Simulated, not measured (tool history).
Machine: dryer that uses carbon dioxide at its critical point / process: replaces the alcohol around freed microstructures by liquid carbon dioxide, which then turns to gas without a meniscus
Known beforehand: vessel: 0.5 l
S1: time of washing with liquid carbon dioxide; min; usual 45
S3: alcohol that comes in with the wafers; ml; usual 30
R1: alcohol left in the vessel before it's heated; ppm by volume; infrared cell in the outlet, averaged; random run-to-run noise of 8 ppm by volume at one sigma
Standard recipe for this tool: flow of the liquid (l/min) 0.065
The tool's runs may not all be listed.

run 1 hour=0 | S1=45 flow_of_the_liquid_(l/min)=0.065 S3=30 | R1=471
run 2 hour=14 | S1=45 flow_of_the_liquid_(l/min)=0.0417 S3=30 | R1=2812
run 3 hour=26.9 | S1=45 flow_of_the_liquid_(l/min)=0.065 S3=30 | R1=508
run 4 hour=35.3 | S1=45 flow_of_the_liquid_(l/min)=0.065 S3=31 | R1=523
run 5 hour=42.3 | S1=45 flow_of_the_liquid_(l/min)=0.1099 S3=30 | R1=69
run 6 hour=49.1 | S1=45 flow_of_the_liquid_(l/min)=0.1089 S3=30 | R1=81
run 7 hour=58.5 | S1=45 flow_of_the_liquid_(l/min)=0.065 S3=30 | R1=555
run 8 hour=73.1 | S1=45 flow_of_the_liquid_(l/min)=0.065 S3=30 | R1=583
run 9 hour=80.6 | S1=45 flow_of_the_liquid_(l/min)=0.065 S3=30 | R1=575
run 10 hour=90.4 | S1=35 flow_of_the_liquid_(l/min)=0.065 S3=30 | R1=1583
run 11 hour=103.7 | S1=35 flow_of_the_liquid_(l/min)=0.065 S3=30 | R1=1662
run 12 hour=113.1 | S1=34 flow_of_the_liquid_(l/min)=0.065 S3=30 | R1=1907
run 13 hour=120.1 | S1=34 flow_of_the_liquid_(l/min)=0.065 S3=30 | R1=1891
run 14 hour=132.2 | S1=34 flow_of_the_liquid_(l/min)=0.065 S3=30 | R1=1903
run 15 hour=139 | S1=45 flow_of_the_liquid_(l/min)=0.065 S3=30 | R1=684
run 16 hour=149.6 | S1=45 flow_of_the_liquid_(l/min)=0.0552 S3=30 | R1=1337
run 17 hour=156.8 | S1=45 flow_of_the_liquid_(l/min)=0.065 S3=30 | R1=714
run 18 hour=166.7 | S1=45 flow_of_the_liquid_(l/min)=0.065 S3=30 | R1=730
run 19 hour=176.9 | S1=45 flow_of_the_liquid_(l/min)=0.065 S3=30 | R1=763
run 20 hour=190.3 | S1=45 flow_of_the_liquid_(l/min)=0.065 S3=30 | R1=783
run 21 hour=198.6 | S1=45 flow_of_the_liquid_(l/min)=0.0506 S3=30 | R1=2100
-- hour=211.8 inlet filter changed
run 22 hour=212.9 | S1=45 flow_of_the_liquid_(l/min)=0.065 S3=30 | R1=515
run 23 hour=221.9 | S1=53 flow_of_the_liquid_(l/min)=0.0579 S3=118 | R1=1458
run 24 hour=229.8 | S1=45 flow_of_the_liquid_(l/min)=0.0456 S3=30 | R1=2111
run 25 hour=243 | S1=45 flow_of_the_liquid_(l/min)=0.0456 S3=30 | R1=2180
run 26 hour=254.4 | S1=39 flow_of_the_liquid_(l/min)=0.0805 S3=76 | R1=901
run 27 hour=264.8 | S1=52 flow_of_the_liquid_(l/min)=0.0805 S3=76 | R1=255
run 28 hour=273 | S1=52 flow_of_the_liquid_(l/min)=0.0805 S3=76 | R1=250
run 29 hour=284.7 | S1=31 flow_of_the_liquid_(l/min)=0.0641 S3=30 | R1=2471
run 30 hour=295.6 | S1=31 flow_of_the_liquid_(l/min)=0.0641 S3=30 | R1=2519
run 31 hour=303.4 | S1=31 flow_of_the_liquid_(l/min)=0.0641 S3=30 | R1=2507
run 32 hour=312.4 | S1=31 flow_of_the_liquid_(l/min)=0.0724 S3=119 | R1=6401
run 33 hour=322.3 | S1=45 flow_of_the_liquid_(l/min)=0.065 S3=111 | R1=2175
run 34 hour=333.9 | S1=68 flow_of_the_liquid_(l/min)=0.0651 S3=33 | R1=184
run 35 hour=348.7 | S1=51 flow_of_the_liquid_(l/min)=0.0476 S3=30 | R1=1461
run 36 hour=356.6 | S1=36 flow_of_the_liquid_(l/min)=0.0482 S3=120 | R1=16396
run 37 hour=369.3 | S1=70 flow_of_the_liquid_(l/min)=0.0544 S3=93 | R1=643
run 38 hour=378.5 | S1=70 flow_of_the_liquid_(l/min)=0.0544 S3=93 | R1=651
run 39 hour=390.5 | S1=32 flow_of_the_liquid_(l/min)=0.0789 S3=39 | R1=1614
run 40 hour=400.6 | S1=52 flow_of_the_liquid_(l/min)=0.0573 S3=28 | R1=717
run 41 hour=410.2 | S1=52 flow_of_the_liquid_(l/min)=0.0573 S3=28 | R1=736
run 42 hour=418.5 | S1=52 flow_of_the_liquid_(l/min)=0.0573 S3=28 | R1=749
-- hour=423.7 inlet filter changed
run 43 hour=433.2 | S1=48 flow_of_the_liquid_(l/min)=0.0654 S3=44 | R1=588
run 44 hour=440.1 | S1=45 flow_of_the_liquid_(l/min)=0.073 S3=88 | R1=871

3 ways to go on from here, each from the tool as it stands after run 44. What would each give?
run A hour=450.2 | S1=35 flow_of_the_liquid_(l/min)=0.0458 S3=37 | R1=?
run B hour=450.2 | S1=55 flow_of_the_liquid_(l/min)=0.0441 S3=28 | R1=?
run C hour=450.2 | S1=28 flow_of_the_liquid_(l/min)=0.0811 S3=88 | R1=?

run=A R1=5699
run=B R1=1225
run=C R1=4013
Had the tool no hidden state, the same runs would have come out as:
run=A R1=5209
run=B R1=979
run=C R1=3529
